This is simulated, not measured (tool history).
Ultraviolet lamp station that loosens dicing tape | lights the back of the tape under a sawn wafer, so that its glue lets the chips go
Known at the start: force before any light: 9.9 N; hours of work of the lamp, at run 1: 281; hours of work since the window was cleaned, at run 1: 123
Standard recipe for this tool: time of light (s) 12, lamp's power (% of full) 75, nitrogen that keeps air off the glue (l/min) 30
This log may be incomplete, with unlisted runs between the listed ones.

run,hour,time of light (s),lamp's power (% of full),nitrogen that keeps air off the glue (l/min),hours of work of the lamp,hours of work since the window was cleaned,force that peels the tape off (N),light that reached the tape (mJ/cm2)
1,0.0,12,75,30,281,123,0.952,264
2,60.8,12,75,30,321,163,1.018,260
3,89.6,12,75,30,340,182,1.049,253
4,116.1,12,75,30,358,200,1.179,250
5,170.3,12,75,30,393,235,1.216,235
# hour 180.0: window cleaned of glue's vapour
6,216.2,12,75,19,423,24,1.962,221
7,258.1,12,92,30,451,51,0.998,264
8,286.0,22,74,13,469,70,1.010,371
9,324.6,6,62,21,495,95,5.224,83
10,352.0,8,63,36,513,113,3.462,114
11,382.5,8,63,25,533,133,3.998,106
12,435.7,8,64,55,568,169,3.286,101
# hour 490.1: window cleaned of glue's vapour, once more
13,495.6,14,79,36,607,4,0.615,295

For each run, the measured value with the value that run would have given without the tool's hidden condition subtracted. The run-to-run variation is shared by both, the gauge scatter possibly not:
The tool's hidden condition here consists of: lamp's light, % of a new lamp's; light that the window lets through, % of a clean one's; drift of the gauge itself on peel_n, %; drift of the gauge itself on dose_mj_cm2, %.
run,force that peels the tape off (N),light that reached the tape (mJ/cm2)
1,+0.388,-68
2,+0.471,-80
3,+0.508,-86
4,+0.596,-91
5,+0.661,-100
6,+1.094,-117
7,+0.676,-154
8,+0.705,-238
9,+1.858,-56
10,+1.812,-80
11,+1.961,-82
12,+1.997,-89
13,+0.337,-112
